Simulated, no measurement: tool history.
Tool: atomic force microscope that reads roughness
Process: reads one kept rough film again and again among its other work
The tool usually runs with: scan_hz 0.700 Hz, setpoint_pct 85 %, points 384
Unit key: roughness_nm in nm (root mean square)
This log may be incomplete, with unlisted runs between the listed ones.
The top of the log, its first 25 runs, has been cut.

Run 26, hour 331.4: usual settings but setpoint_pct 65 %, points 375. Result: roughness_nm 2.208 nm (root mean square).
Run 27, hour 344.2: usual settings but setpoint_pct 65 %, points 375. Result: roughness_nm 2.163 nm (root mean square).
Run 28, hour 360.9: usual settings but setpoint_pct 68 %. Result: roughness_nm 2.143 nm (root mean square).
Run 29, hour 370.7: usual settings but scan_hz 2.683 Hz, setpoint_pct 73 %, points 305. Result: roughness_nm 1.815 nm (root mean square).
Run 30, hour 382.4: usual settings but setpoint_pct 57 %, points 285. Result: roughness_nm 2.072 nm (root mean square).
Run 31, hour 392.5: usual settings but setpoint_pct 57 %, points 285. Result: roughness_nm 2.074 nm (root mean square).
Run 32, hour 400.2: usual settings but scan_hz 2.313 Hz, setpoint_pct 89 %, points 279. Result: roughness_nm 1.531 nm (root mean square).
Run 33, hour 413.6: usual settings but scan_hz 1.973 Hz. Result: roughness_nm 1.641 nm (root mean square).
At hour 420.5: new tip fitted.
Run 34, hour 427.8: usual settings but scan_hz 1.973 Hz. Result: roughness_nm 1.963 nm (root mean square).
Run 35, hour 436.8: usual settings but scan_hz 0.506 Hz, setpoint_pct 68 %. Result: roughness_nm 2.353 nm (root mean square).
Run 36, hour 449.8: usual settings but scan_hz 2.160 Hz. Result: roughness_nm 1.860 nm (root mean square).
Run 37, hour 464.1: usual settings but scan_hz 2.160 Hz. Result: roughness_nm 1.841 nm (root mean square).
Run 38, hour 479.4: usual settings but scan_hz 2.926 Hz, setpoint_pct 62 %, points 528. Result: roughness_nm 2.038 nm (root mean square).

Alternative continuations, all from the tool just after run 38; predict every row:
Run A, hour 489.8: usual settings but scan_hz 2.964 Hz, setpoint_pct 58 %, points 379. Result: roughness_nm ?.
Run B, hour 489.8: usual settings but scan_hz 0.595 Hz, setpoint_pct 62 %, points 908. Result: roughness_nm ?.
Run C, hour 489.8: usual settings but scan_hz 0.743 Hz, setpoint_pct 57 %, points 293. Result: roughness_nm ?.
Run D, hour 489.8: usual settings but points 380. Result: roughness_nm ?.
Run E, hour 489.8: usual settings but scan_hz 3.555 Hz. Result: roughness_nm ?.

run  roughness_nm
  A         2.058
  B         2.210
  C         2.189
  D         2.049
  E         1.548
Stripped of hidden state, with their random variation kept, the same runs would have yielded:
run  roughness_nm
  A         2.296
  B         2.466
  C         2.442
  D         2.286
  E         1.727
